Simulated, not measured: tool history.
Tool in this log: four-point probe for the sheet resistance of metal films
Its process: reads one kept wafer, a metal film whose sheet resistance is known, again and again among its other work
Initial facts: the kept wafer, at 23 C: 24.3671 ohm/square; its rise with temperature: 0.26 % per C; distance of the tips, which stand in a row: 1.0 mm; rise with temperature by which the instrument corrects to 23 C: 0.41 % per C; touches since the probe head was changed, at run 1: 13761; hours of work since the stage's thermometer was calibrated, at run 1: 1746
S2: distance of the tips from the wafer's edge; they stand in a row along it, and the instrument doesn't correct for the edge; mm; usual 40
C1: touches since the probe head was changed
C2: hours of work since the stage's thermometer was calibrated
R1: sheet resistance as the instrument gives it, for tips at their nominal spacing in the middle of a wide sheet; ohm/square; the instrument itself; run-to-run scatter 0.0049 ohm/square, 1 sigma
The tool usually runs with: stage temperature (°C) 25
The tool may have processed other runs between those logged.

{"run": 1, "hour": 0.0, "stage temperature (°C)": 25, "S2": 40, "C1": 13761, "C2": 1746, "R1": 24.208258}
{"run": 2, "hour": 9.1, "stage temperature (°C)": 25, "S2": 40, "C1": 14038, "C2": 1753, "R1": 24.198715}
{"run": 3, "hour": 24.4, "stage temperature (°C)": 25, "S2": 40, "C1": 14505, "C2": 1765, "R1": 24.197461}
{"run": 4, "hour": 36.5, "stage temperature (°C)": 25, "S2": 40, "C1": 14875, "C2": 1774, "R1": 24.194066}
{"run": 5, "hour": 48.5, "stage temperature (°C)": 25, "S2": 40, "C1": 15241, "C2": 1784, "R1": 24.202445}
{"run": 6, "hour": 63.6, "stage temperature (°C)": 25, "S2": 6, "C1": 15700, "C2": 1796, "R1": 24.546734}
{"run": 7, "hour": 77.3, "stage temperature (°C)": 25, "S2": 6, "C1": 16119, "C2": 1806, "R1": 24.547817}
{"run": 8, "hour": 87.0, "stage temperature (°C)": 19, "S2": 65, "C1": 16416, "C2": 1814, "R1": 24.42469}
{"hour": 88.7, "done": "stage's thermometer calibrated"}
{"run": 9, "hour": 106.6, "stage temperature (°C)": 30, "S2": 18, "C1": 16999, "C2": 14, "R1": 24.030103}
{"run": 10, "hour": 117.2, "stage temperature (°C)": 30, "S2": 18, "C1": 17322, "C2": 22, "R1": 24.036888}
{"run": 11, "hour": 131.8, "stage temperature (°C)": 30, "S2": 18, "C1": 17767, "C2": 34, "R1": 24.03439}
{"run": 12, "hour": 140.8, "stage temperature (°C)": 28, "S2": 52, "C1": 18040, "C2": 41, "R1": 24.069857}

Run 13 comes next. What will it give?
{"run": 13, "hour": 160.0, "stage temperature (°C)": 24, "S2": 21, "C1": 18627, "C2": 56, "R1": "?"}

Run 13 produced R1 24.246545 ohm/square.
If the tool had no hidden condition, the same run with the same run-to-run variation would have returned R1 24.36375 ohm/square.
